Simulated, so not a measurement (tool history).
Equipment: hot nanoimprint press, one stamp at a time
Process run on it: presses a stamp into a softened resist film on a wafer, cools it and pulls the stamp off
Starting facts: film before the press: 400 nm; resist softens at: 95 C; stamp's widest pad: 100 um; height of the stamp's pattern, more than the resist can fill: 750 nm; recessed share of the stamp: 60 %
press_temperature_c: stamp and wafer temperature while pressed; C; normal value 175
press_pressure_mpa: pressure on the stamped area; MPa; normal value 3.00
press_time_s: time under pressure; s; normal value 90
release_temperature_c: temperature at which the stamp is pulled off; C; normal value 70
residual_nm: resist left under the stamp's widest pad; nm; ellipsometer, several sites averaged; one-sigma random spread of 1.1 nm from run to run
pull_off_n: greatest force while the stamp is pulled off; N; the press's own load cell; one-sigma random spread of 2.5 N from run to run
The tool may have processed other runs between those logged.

run   hour  press_temperature_c  press_pressure_mpa  press_time_s  release_temperature_c  residual_nm  pull_off_n
  1    0.0                  175                3.00            90                     70        164.9         113
      15.2  -- plate thermocouple calibrated
  2   40.8                  175                3.00            90                     70        166.7         115
  3  104.1                  175                3.00            90                     70        165.8         116
  4  163.4                  175                3.00            90                     70        165.5         119
  5  236.2                  175                3.00            90                     70        164.5         114
     287.5  -- stamp cleaned and given a new release coat
  6  295.2                  175                2.06           146                     70        162.4         113
  7  373.3                  169                3.00            87                     70        215.1         111
  8  413.4                  168                1.88           130                     70        235.0         114
  9  472.3                  180                3.00            90                     65        134.6         131

Expected results for the next run?
 10  508.6                  165                2.28           132                     62            ?           ?

Logged for run 10: residual_nm 241.4 nm, pull_off_n 141 N.
With the hidden condition absent and the run-to-run variation left alone, this run would have shown residual_nm 241.0 nm, pull_off_n 139 N.
